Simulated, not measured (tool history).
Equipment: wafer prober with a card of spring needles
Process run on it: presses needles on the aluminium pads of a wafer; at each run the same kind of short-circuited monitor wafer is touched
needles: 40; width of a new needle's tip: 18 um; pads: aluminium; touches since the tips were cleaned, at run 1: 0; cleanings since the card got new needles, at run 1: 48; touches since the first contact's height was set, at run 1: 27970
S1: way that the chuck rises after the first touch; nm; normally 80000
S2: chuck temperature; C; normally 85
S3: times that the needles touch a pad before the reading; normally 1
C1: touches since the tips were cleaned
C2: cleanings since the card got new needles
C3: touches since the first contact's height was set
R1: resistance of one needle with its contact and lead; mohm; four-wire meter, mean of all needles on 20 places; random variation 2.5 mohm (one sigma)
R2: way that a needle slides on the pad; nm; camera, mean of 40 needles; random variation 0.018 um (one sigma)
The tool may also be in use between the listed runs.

run     day     S1   S2  S3    C1   C2      C3   R1     R2
  1       0  80000   85   1     0   48   27970  290  13340
      0.488  -- tips cleaned on abrasive film
      1.096  -- tips cleaned on abrasive film
      1.583  -- tips cleaned on abrasive film
      2.188  -- tips cleaned on abrasive film
      2.796  -- tips cleaned on abrasive film
      3.404  -- tips cleaned on abrasive film
  2   3.604  82000   85   1  1340   54   52013  338  13610
      3.971  -- tips cleaned on abrasive film
      4.579  -- tips cleaned on abrasive film
      5.188  -- tips cleaned on abrasive film
  3   5.342  82000   85   2  1047   57   63601  311  13610
      5.708  -- tips cleaned on abrasive film
      6.317  -- tips cleaned on abrasive film
      6.921  -- tips cleaned on abrasive film
      7.529  -- tips cleaned on abrasive film
      8.138  -- tips cleaned on abrasive film
  4   8.188  80000   71   1   346   62   82594  310  13200
      8.675  -- tips cleaned on abrasive film
      9.283  -- tips cleaned on abrasive film
      9.892  -- tips cleaned on abrasive film
     10.379  -- tips cleaned on abrasive film
     10.988  -- tips cleaned on abrasive film
  5    11.1  80000   38   1   771   67  102014  311  13190
     11.588  -- tips cleaned on abrasive film
     12.196  -- tips cleaned on abrasive film
     12.683  -- tips cleaned on abrasive film
     13.292  -- tips cleaned on abrasive film
     13.896  -- tips cleaned on abrasive film
  6  13.967  80000   38   1   459   72  121122  305  13140
     14.454  -- tips cleaned on abrasive film
     14.942  -- tips cleaned on abrasive film
     15.546  -- tips cleaned on abrasive film
     16.154  -- tips cleaned on abrasive film
     16.642  -- tips cleaned on abrasive film
     17.175  -- tips cleaned on abrasive film
  7  17.175  80000   38   1     0   78  142520  282  13100
     17.783  -- tips cleaned on abrasive film
     18.392  -- tips cleaned on abrasive film
     18.879  -- tips cleaned on abrasive film
     19.488  -- tips cleaned on abrasive film
     19.738  -- height of the first contact set anew
  8  19.817  80000   38   1  2144   82     522  351  13010
     20.062  -- tips cleaned on abrasive film
     20.671  -- tips cleaned on abrasive film
     21.279  -- tips cleaned on abrasive film
  9  21.633  80000   38   1  2394   85   12645  359  12950
     21.879  -- tips cleaned on abrasive film
     22.367  -- tips cleaned on abrasive film
     22.975  -- tips cleaned on abrasive film
     23.583  -- tips cleaned on abrasive film
     24.188  -- tips cleaned on abrasive film
 10  24.271  80000   38   1   544   90   30215  306  12910
     24.758  -- tips cleaned on abrasive film
     25.246  -- tips cleaned on abrasive film
      25.85  -- tips cleaned on abrasive film
     26.458  -- tips cleaned on abrasive film
     26.946  -- tips cleaned on abrasive film
 11  27.383  80000   85   1  2946   95   50998  373  12940
     27.508  -- tips cleaned on abrasive film
     28.117  -- tips cleaned on abrasive film
     28.725  -- tips cleaned on abrasive film
     29.333  -- tips cleaned on abrasive film
 12  29.433  80000   85   1   682   99   64654  329  12880
     29.921  -- tips cleaned on abrasive film
     30.408  -- tips cleaned on abrasive film
     31.017  -- tips cleaned on abrasive film
     31.504  -- tips cleaned on abrasive film
     32.112  -- tips cleaned on abrasive film
     32.617  -- tips cleaned on abrasive film
 13  32.617  80000   85   1     0  105   85875  303  12830
     33.104  -- tips cleaned on abrasive film
     33.712  -- tips cleaned on abrasive film
     34.321  -- tips cleaned on abrasive film
     34.929  -- tips cleaned on abrasive film
     35.538  -- tips cleaned on abrasive film
 14  35.892  80000   85   1  2375  110  107713  370  12760
     36.133  -- tips cleaned on abrasive film
     36.621  -- tips cleaned on abrasive film
     37.229  -- tips cleaned on abrasive film
     37.483  -- height of the first contact set anew, once more
      37.85  -- tips cleaned on abrasive film
 15  38.183  80000   32   2  2244  114    4677  323  13390
     38.429  -- tips cleaned on abrasive film
     39.038  -- tips cleaned on abrasive film
     39.646  -- tips cleaned on abrasive film
     40.254  -- tips cleaned on abrasive film
     40.858  -- tips cleaned on abrasive film
 16  40.875  88000   41   2    99  119   22614  281  14640
     41.362  -- tips cleaned on abrasive film
      41.85  -- tips cleaned on abrasive film
     42.458  -- tips cleaned on abrasive film
     43.062  -- tips cleaned on abrasive film
     43.671  -- tips cleaned on abrasive film
     44.158  -- tips cleaned on abrasive film
 17  44.588  82000   85   1  2879  125   47384  372  13590
     44.712  -- tips cleaned on abrasive film
     45.321  -- tips cleaned on abrasive film
     45.929  -- tips cleaned on abrasive film
     46.533  -- tips cleaned on abrasive film
     47.142  -- tips cleaned on abrasive film
      47.75  -- tips cleaned on abrasive film
 18  48.062  82000   85   1  2091  131   70556  361  13580
     48.308  -- tips cleaned on abrasive film
     48.796  -- tips cleaned on abrasive film
       49.4  -- tips cleaned on abrasive film
     50.008  -- tips cleaned on abrasive film
     50.583  -- tips cleaned on abrasive film
 19  50.583  82000   85   1     0  136   87351  301  13510
     51.192  -- tips cleaned on abrasive film
     51.796  -- tips cleaned on abrasive film
     52.404  -- tips cleaned on abrasive film
 20  52.696  85000  110   1  1945  139  101457  359  14010
     52.942  -- tips cleaned on abrasive film
     53.546  -- tips cleaned on abrasive film
     54.154  -- tips cleaned on abrasive film
     54.762  -- tips cleaned on abrasive film
     55.371  -- tips cleaned on abrasive film
 21   55.45  85000  110   1   532  144  119828  319  13990
     55.938  -- tips cleaned on abrasive film
     56.425  -- tips cleaned on abrasive film
     57.033  -- tips cleaned on abrasive film
 22  57.129  86000   75   2   647  147  131016  301  14110
     57.617  -- tips cleaned on abrasive film
       58.1  -- tips cleaned on abrasive film
     58.708  -- tips cleaned on abrasive film
     59.317  -- tips cleaned on abrasive film
     59.925  -- tips cleaned on abrasive film
     60.533  -- tips cleaned on abrasive film
 23  60.758  69000   85   1  1533  153  155252  367  11230
     61.125  -- tips cleaned on abrasive film
     61.379  -- height of the first contact set anew
     61.746  -- tips cleaned on abrasive film
     62.233  -- tips cleaned on abrasive film
     62.842  -- tips cleaned on abrasive film
 24  62.871  61000  120   2   199  157    9928  320  10180

Measured result minus the same run's result without the hidden state. Both carry the same run-to-run variation, though not necessarily the same gauge scatter:
Hidden conditions of the tool in this case: debris on the tips, nm; way that the needles fall short of the set height, um; tips' diameter, um; drift of the gauge itself on contact_mohm, %; drift of the gauge itself on scrub_um, %.
run   R1    R2
  1   +6   -50
  2  +53   -90
  3  +25  -110
  4  +22  -150
  5  +37  -180
  6  +30  -210
  7   +6  -260
  8  +74  -370
  9  +86  -400
 10  +33  -430
 11  +90  -470
 12  +37  -490
 13  +11  -530
 14  +80  -570
 15  +52    +0
 16   +7   -40
 17  +85   -90
 18  +74  -130
 19  +12  -170
 20  +60  -190
 21  +25  -220
 22  +18  -240
 23  +75  -290
 24  +15   -20

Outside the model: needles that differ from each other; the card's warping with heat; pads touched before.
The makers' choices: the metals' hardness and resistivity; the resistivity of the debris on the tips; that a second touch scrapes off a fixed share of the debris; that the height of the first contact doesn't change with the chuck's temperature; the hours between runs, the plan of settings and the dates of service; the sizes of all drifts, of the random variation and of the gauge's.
